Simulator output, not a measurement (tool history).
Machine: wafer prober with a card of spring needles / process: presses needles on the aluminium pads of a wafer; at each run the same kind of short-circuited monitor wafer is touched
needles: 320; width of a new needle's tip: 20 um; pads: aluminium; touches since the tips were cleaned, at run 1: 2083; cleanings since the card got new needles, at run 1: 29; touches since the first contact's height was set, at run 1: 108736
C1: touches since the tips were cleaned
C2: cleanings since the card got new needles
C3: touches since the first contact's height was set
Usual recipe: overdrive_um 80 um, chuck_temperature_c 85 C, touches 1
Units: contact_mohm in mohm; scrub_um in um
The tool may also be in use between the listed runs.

{"run": 1, "hour": 0.0, "overdrive_um": 80, "chuck_temperature_c": 85, "touches": 1, "C1": 2083, "C2": 29, "C3": 108736, "contact_mohm": 289, "scrub_um": 9.81}
{"hour": 2.2, "done": "tips cleaned on abrasive film"}
{"hour": 8.2, "done": "tips cleaned on abrasive film"}
{"run": 2, "hour": 9.1, "overdrive_um": 80, "chuck_temperature_c": 85, "touches": 1, "C1": 484, "C2": 31, "C3": 113456, "contact_mohm": 271, "scrub_um": 9.78}
{"run": 3, "hour": 13.2, "overdrive_um": 65, "chuck_temperature_c": 85, "touches": 1, "C1": 2630, "C2": 31, "C3": 115602, "contact_mohm": 305, "scrub_um": 7.9}
{"hour": 14.5, "done": "tips cleaned on abrasive film"}
{"hour": 20.8, "done": "tips cleaned on abrasive film"}
{"run": 4, "hour": 20.8, "overdrive_um": 65, "chuck_temperature_c": 85, "touches": 1, "C1": 0, "C2": 33, "C3": 119478, "contact_mohm": 271, "scrub_um": 7.87}
{"run": 5, "hour": 25.6, "overdrive_um": 80, "chuck_temperature_c": 43, "touches": 1, "C1": 2554, "C2": 33, "C3": 122032, "contact_mohm": 277, "scrub_um": 9.75}
{"hour": 27.1, "done": "tips cleaned on abrasive film"}
{"run": 6, "hour": 30.3, "overdrive_um": 80, "chuck_temperature_c": 43, "touches": 1, "C1": 1672, "C2": 34, "C3": 124467, "contact_mohm": 275, "scrub_um": 9.73}
{"hour": 33.2, "done": "tips cleaned on abrasive film"}
{"run": 7, "hour": 37.3, "overdrive_um": 80, "chuck_temperature_c": 85, "touches": 1, "C1": 2172, "C2": 35, "C3": 128125, "contact_mohm": 285, "scrub_um": 9.75}
{"hour": 39.9, "done": "tips cleaned on abrasive film"}
{"run": 8, "hour": 45.6, "overdrive_um": 80, "chuck_temperature_c": 85, "touches": 1, "C1": 2982, "C2": 36, "C3": 132411, "contact_mohm": 293, "scrub_um": 9.72}
{"hour": 46.4, "done": "tips cleaned on abrasive film"}
{"hour": 52.6, "done": "tips cleaned on abrasive film"}
{"run": 9, "hour": 54.7, "overdrive_um": 80, "chuck_temperature_c": 85, "touches": 1, "C1": 1117, "C2": 38, "C3": 137128, "contact_mohm": 279, "scrub_um": 9.7}
{"hour": 58.9, "done": "tips cleaned on abrasive film"}
{"run": 10, "hour": 59.1, "overdrive_um": 80, "chuck_temperature_c": 85, "touches": 1, "C1": 96, "C2": 39, "C3": 139371, "contact_mohm": 269, "scrub_um": 9.72}
{"hour": 65.0, "done": "tips cleaned on abrasive film"}
{"run": 11, "hour": 65.1, "overdrive_um": 80, "chuck_temperature_c": 85, "touches": 1, "C1": 77, "C2": 40, "C3": 142513, "contact_mohm": 267, "scrub_um": 9.71}
{"hour": 71.4, "done": "tips cleaned on abrasive film"}
{"run": 12, "hour": 72.3, "overdrive_um": 80, "chuck_temperature_c": 36, "touches": 1, "C1": 455, "C2": 41, "C3": 146233, "contact_mohm": 261, "scrub_um": 9.7}
{"hour": 77.4, "done": "tips cleaned on abrasive film"}
{"run": 13, "hour": 80.4, "overdrive_um": 80, "chuck_temperature_c": 112, "touches": 1, "C1": 1561, "C2": 42, "C3": 150455, "contact_mohm": 289, "scrub_um": 9.66}
{"hour": 83.9, "done": "tips cleaned on abrasive film"}
{"hour": 84.2, "done": "height of the first contact set anew"}
{"run": 14, "hour": 85.4, "overdrive_um": 80, "chuck_temperature_c": 112, "touches": 1, "C1": 601, "C2": 43, "C3": 601, "contact_mohm": 275, "scrub_um": 9.55}
{"hour": 90.8, "done": "tips cleaned on abrasive film"}
{"run": 15, "hour": 91.9, "overdrive_um": 65, "chuck_temperature_c": 85, "touches": 1, "C1": 585, "C2": 44, "C3": 4001, "contact_mohm": 284, "scrub_um": 7.65}
{"hour": 97.0, "done": "tips cleaned on abrasive film"}
{"run": 16, "hour": 97.9, "overdrive_um": 65, "chuck_temperature_c": 85, "touches": 1, "C1": 501, "C2": 45, "C3": 7113, "contact_mohm": 275, "scrub_um": 7.65}
{"hour": 103.3, "done": "tips cleaned on abrasive film"}
{"run": 17, "hour": 104.0, "overdrive_um": 80, "chuck_temperature_c": 85, "touches": 1, "C1": 379, "C2": 46, "C3": 10276, "contact_mohm": 273, "scrub_um": 9.54}
{"run": 18, "hour": 108.9, "overdrive_um": 77, "chuck_temperature_c": 35, "touches": 2, "C1": 2976, "C2": 46, "C3": 12873, "contact_mohm": 274, "scrub_um": 9.15}
{"hour": 109.6, "done": "tips cleaned on abrasive film"}
{"hour": 110.9, "done": "height of the first contact set anew, once more"}
{"hour": 116.0, "done": "tips cleaned on abrasive film"}
{"run": 19, "hour": 118.4, "overdrive_um": 80, "chuck_temperature_c": 85, "touches": 3, "C1": 1227, "C2": 48, "C3": 3873, "contact_mohm": 270, "scrub_um": 10.07}
{"hour": 122.2, "done": "tips cleaned on abrasive film"}
{"run": 20, "hour": 126.7, "overdrive_um": 76, "chuck_temperature_c": 68, "touches": 2, "C1": 2362, "C2": 49, "C3": 8233, "contact_mohm": 276, "scrub_um": 9.52}
{"hour": 128.6, "done": "tips cleaned on abrasive film"}
{"run": 21, "hour": 134.3, "overdrive_um": 76, "chuck_temperature_c": 68, "touches": 2, "C1": 2993, "C2": 50, "C3": 12160, "contact_mohm": 279, "scrub_um": 9.55}
{"hour": 135.0, "done": "tips cleaned on abrasive film"}
{"hour": 141.3, "done": "tips cleaned on abrasive film"}
{"run": 22, "hour": 142.2, "overdrive_um": 80, "chuck_temperature_c": 120, "touches": 2, "C1": 461, "C2": 52, "C3": 16222, "contact_mohm": 276, "scrub_um": 10.03}
{"hour": 147.4, "done": "tips cleaned on abrasive film"}
{"run": 23, "hour": 151.4, "overdrive_um": 80, "chuck_temperature_c": 120, "touches": 2, "C1": 2132, "C2": 53, "C3": 21054, "contact_mohm": 286, "scrub_um": 10.01}
{"hour": 153.9, "done": "tips cleaned on abrasive film"}
{"run": 24, "hour": 156.4, "overdrive_um": 80, "chuck_temperature_c": 55, "touches": 1, "C1": 1321, "C2": 54, "C3": 23615, "contact_mohm": 273, "scrub_um": 9.99}
{"hour": 159.9, "done": "tips cleaned on abrasive film"}
{"run": 25, "hour": 165.3, "overdrive_um": 80, "chuck_temperature_c": 55, "touches": 1, "C1": 2892, "C2": 55, "C3": 28299, "contact_mohm": 283, "scrub_um": 10.0}
{"hour": 166.0, "done": "tips cleaned on abrasive film"}
{"hour": 172.2, "done": "tips cleaned on abrasive film"}
{"run": 26, "hour": 174.2, "overdrive_um": 83, "chuck_temperature_c": 91, "touches": 1, "C1": 1103, "C2": 57, "C3": 32892, "contact_mohm": 277, "scrub_um": 10.36}
{"hour": 178.4, "done": "tips cleaned on abrasive film"}
{"run": 27, "hour": 182.7, "overdrive_um": 83, "chuck_temperature_c": 91, "touches": 1, "C1": 2229, "C2": 58, "C3": 37281, "contact_mohm": 286, "scrub_um": 10.38}
{"hour": 184.8, "done": "tips cleaned on abrasive film"}
{"run": 28, "hour": 189.7, "overdrive_um": 94, "chuck_temperature_c": 85, "touches": 2, "C1": 2601, "C2": 59, "C3": 40966, "contact_mohm": 272, "scrub_um": 11.7}
{"hour": 191.3, "done": "tips cleaned on abrasive film"}
{"run": 29, "hour": 196.7, "overdrive_um": 94, "chuck_temperature_c": 55, "touches": 2, "C1": 2824, "C2": 60, "C3": 44562, "contact_mohm": 268, "scrub_um": 11.73}
{"hour": 197.6, "done": "tips cleaned on abrasive film"}
{"hour": 203.9, "done": "tips cleaned on abrasive film"}
{"run": 30, "hour": 205.3, "overdrive_um": 95, "chuck_temperature_c": 55, "touches": 2, "C1": 726, "C2": 62, "C3": 49014, "contact_mohm": 263, "scrub_um": 11.83}
{"hour": 210.4, "done": "tips cleaned on abrasive film"}
{"run": 31, "hour": 213.1, "overdrive_um": 95, "chuck_temperature_c": 55, "touches": 2, "C1": 1433, "C2": 63, "C3": 53088, "contact_mohm": 259, "scrub_um": 11.78}
{"hour": 216.9, "done": "tips cleaned on abrasive film"}
{"run": 32, "hour": 220.8, "overdrive_um": 94, "chuck_temperature_c": 71, "touches": 1, "C1": 2063, "C2": 64, "C3": 57107, "contact_mohm": 280, "scrub_um": 11.65}

What would each run have given without the hidden state, its run-to-run variation left as it was?
Hidden state at play: debris on the tips, nm; way that the needles fall short of the set height, um; tips' diameter, um; drift of the gauge itself on contact_mohm, %; drift of the gauge itself on scrub_um, %.
run=1 contact_mohm=267 scrub_um=10.07
run=2 contact_mohm=263 scrub_um=10.06
run=3 contact_mohm=268 scrub_um=8.18
run=4 contact_mohm=266 scrub_um=8.17
run=5 contact_mohm=251 scrub_um=10.05
run=6 contact_mohm=254 scrub_um=10.04
run=7 contact_mohm=263 scrub_um=10.07
run=8 contact_mohm=265 scrub_um=10.05
run=9 contact_mohm=263 scrub_um=10.05
run=10 contact_mohm=264 scrub_um=10.08
run=11 contact_mohm=261 scrub_um=10.07
run=12 contact_mohm=252 scrub_um=10.07
run=13 contact_mohm=272 scrub_um=10.03
run=14 contact_mohm=265 scrub_um=10.07
run=15 contact_mohm=269 scrub_um=8.18
run=16 contact_mohm=263 scrub_um=8.19
run=17 contact_mohm=265 scrub_um=10.09
run=18 contact_mohm=252 scrub_um=9.69
run=19 contact_mohm=264 scrub_um=10.08
run=20 contact_mohm=259 scrub_um=9.54
run=21 contact_mohm=260 scrub_um=9.57
run=22 contact_mohm=272 scrub_um=10.07
run=23 contact_mohm=273 scrub_um=10.05
run=24 contact_mohm=256 scrub_um=10.04
run=25 contact_mohm=255 scrub_um=10.06
run=26 contact_mohm=263 scrub_um=10.44
run=27 contact_mohm=264 scrub_um=10.47
run=28 contact_mohm=260 scrub_um=11.80
run=29 contact_mohm=254 scrub_um=11.84
run=30 contact_mohm=258 scrub_um=11.96
run=31 contact_mohm=250 scrub_um=11.91
run=32 contact_mohm=262 scrub_um=11.79
